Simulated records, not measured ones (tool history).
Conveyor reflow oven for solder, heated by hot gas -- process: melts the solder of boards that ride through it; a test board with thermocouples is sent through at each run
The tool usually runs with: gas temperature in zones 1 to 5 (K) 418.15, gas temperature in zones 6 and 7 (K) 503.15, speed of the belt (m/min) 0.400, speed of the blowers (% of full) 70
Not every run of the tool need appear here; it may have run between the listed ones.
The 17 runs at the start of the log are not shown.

run	hour	gas temperature in zones 1 to 5 (K)	gas temperature in zones 6 and 7 (K)	speed of the belt (m/min)	speed of the blowers (% of full)	hours of work since the flux was cleaned out	hours of work since the belt drive was overhauled	hours of work since the thermocouples were changed	highest temperature of the board (K)	time above the solder's melting point (s)
18	581.2	413.15	503.15	0.400	70	177	817	997	483.85	62.4
19	605.0	413.15	503.15	0.400	70	192	832	1013	483.75	62.1
20	636.6	418.15	503.15	0.393	88	213	853	1033	489.25	72.8
21	687.1	431.15	510.15	0.434	70	245	885	1066	490.65	72.0
22	728.4	428.15	492.15	0.400	70	272	912	1092	477.45	62.5
23	777.5	418.15	502.15	0.400	70	304	944	1124	483.55	64.2
# hour 801.4: flux residue cleaned out of gas plates and filters
24	819.1	418.15	502.15	0.400	70	11	967	1148	485.05	66.0
25	840.1	418.15	502.15	0.400	70	25	981	1161	484.95	66.0
26	875.0	418.15	516.15	0.383	70	48	1004	1184	498.05	81.7
27	904.0	418.15	516.15	0.383	70	66	1022	1203	497.95	81.6
28	935.2	429.15	516.15	0.383	70	87	1042	1223	499.55	88.6
29	958.6	418.15	503.15	0.424	78	102	1058	1238	485.55	63.4
30	994.6	411.15	506.15	0.424	53	125	1081	1261	477.35	47.6

What if the next run were any one of these 3? Each begins from the tool's condition after run 30:
A	1041.1	408.15	510.15	0.366	70	155	1111	1291	?	?
B	1041.1	418.15	503.15	0.417	74	155	1111	1291	?	?
C	1041.1	422.15	512.15	0.400	86	155	1111	1291	?	?

run	highest temperature of the board (K)	time above the solder's melting point (s)
A	491.85	75.7
B	484.55	63.5
C	497.25	80.3
Stripped of hidden state, with their random variation kept, the same runs would have yielded:
run	highest temperature of the board (K)	time above the solder's melting point (s)
A	493.35	75.4
B	486.15	63.6
C	498.95	79.6
